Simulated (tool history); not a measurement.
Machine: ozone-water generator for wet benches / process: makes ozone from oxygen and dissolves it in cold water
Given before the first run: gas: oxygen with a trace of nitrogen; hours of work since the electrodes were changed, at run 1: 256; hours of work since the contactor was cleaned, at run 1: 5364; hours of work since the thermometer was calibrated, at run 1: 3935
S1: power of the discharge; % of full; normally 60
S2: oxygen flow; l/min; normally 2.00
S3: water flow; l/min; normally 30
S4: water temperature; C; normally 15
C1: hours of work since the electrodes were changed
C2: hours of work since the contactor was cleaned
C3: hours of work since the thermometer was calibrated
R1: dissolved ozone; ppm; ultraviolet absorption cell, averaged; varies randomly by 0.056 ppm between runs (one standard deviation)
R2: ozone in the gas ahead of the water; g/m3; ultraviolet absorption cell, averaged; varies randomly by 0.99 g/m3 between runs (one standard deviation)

run 1 hour=0.0 | S1=60 S2=2.00 S3=30 S4=15 | C1=256 C2=5364 C3=3935 | R1=9.35 R2=192.2
run 2 hour=16.7 | S1=60 S2=2.00 S3=30 S4=15 | C1=270 C2=5378 C3=3949 | R1=9.26 R2=193.3
run 3 hour=49.8 | S1=60 S2=2.00 S3=30 S4=15 | C1=298 C2=5406 C3=3977 | R1=9.31 R2=191.9
run 4 hour=81.1 | S1=60 S2=2.00 S3=30 S4=15 | C1=324 C2=5432 C3=4004 | R1=9.31 R2=192.0
run 5 hour=111.6 | S1=60 S2=2.00 S3=30 S4=15 | C1=350 C2=5458 C3=4029 | R1=9.40 R2=192.2
run 6 hour=141.2 | S1=44 S2=2.00 S3=30 S4=15 | C1=375 C2=5483 C3=4054 | R1=7.72 R2=158.3
run 7 hour=159.8 | S1=44 S2=2.00 S3=30 S4=15 | C1=391 C2=5499 C3=4070 | R1=7.67 R2=158.0
run 8 hour=187.1 | S1=60 S2=2.00 S3=30 S4=15 | C1=414 C2=5522 C3=4093 | R1=9.41 R2=191.5
run 9 hour=207.3 | S1=60 S2=2.16 S3=30 S4=15 | C1=431 C2=5539 C3=4110 | R1=9.61 R2=185.5
run 10 hour=226.0 | S1=60 S2=2.16 S3=21 S4=15 | C1=447 C2=5555 C3=4126 | R1=13.46 R2=184.4
run 11 hour=259.7 | S1=60 S2=2.00 S3=36 S4=15 | C1=475 C2=5583 C3=4154 | R1=7.82 R2=191.0
run 12 hour=282.7 | S1=60 S2=2.00 S3=30 S4=15 | C1=494 C2=5602 C3=4173 | R1=9.40 R2=191.1
run 13 hour=305.8 | S1=60 S2=2.00 S3=30 S4=15 | C1=514 C2=5622 C3=4193 | R1=9.51 R2=192.9
run 14 hour=331.2 | S1=60 S2=1.58 S3=30 S4=15 | C1=535 C2=5643 C3=4214 | R1=8.71 R2=217.9
run 15 hour=357.6 | S1=60 S2=1.03 S3=30 S4=15 | C1=557 C2=5665 C3=4237 | R1=7.50 R2=276.1
run 16 hour=379.6 | S1=60 S2=2.00 S3=30 S4=11 | C1=576 C2=5684 C3=4255 | R1=9.58 R2=191.3

For run 17, what comes out?
run 17 hour=408.2 | S1=60 S2=2.00 S3=30 S4=9 | C1=600 C2=5708 C3=4279 | R1=? R2=?

For run 17 the tool returned R1 9.82 ppm, R2 192.1 g/m3.
Were there no unlogged condition in the tool, this run, its random variation unchanged, would have produced R1 9.66 ppm, R2 192.2 g/m3.

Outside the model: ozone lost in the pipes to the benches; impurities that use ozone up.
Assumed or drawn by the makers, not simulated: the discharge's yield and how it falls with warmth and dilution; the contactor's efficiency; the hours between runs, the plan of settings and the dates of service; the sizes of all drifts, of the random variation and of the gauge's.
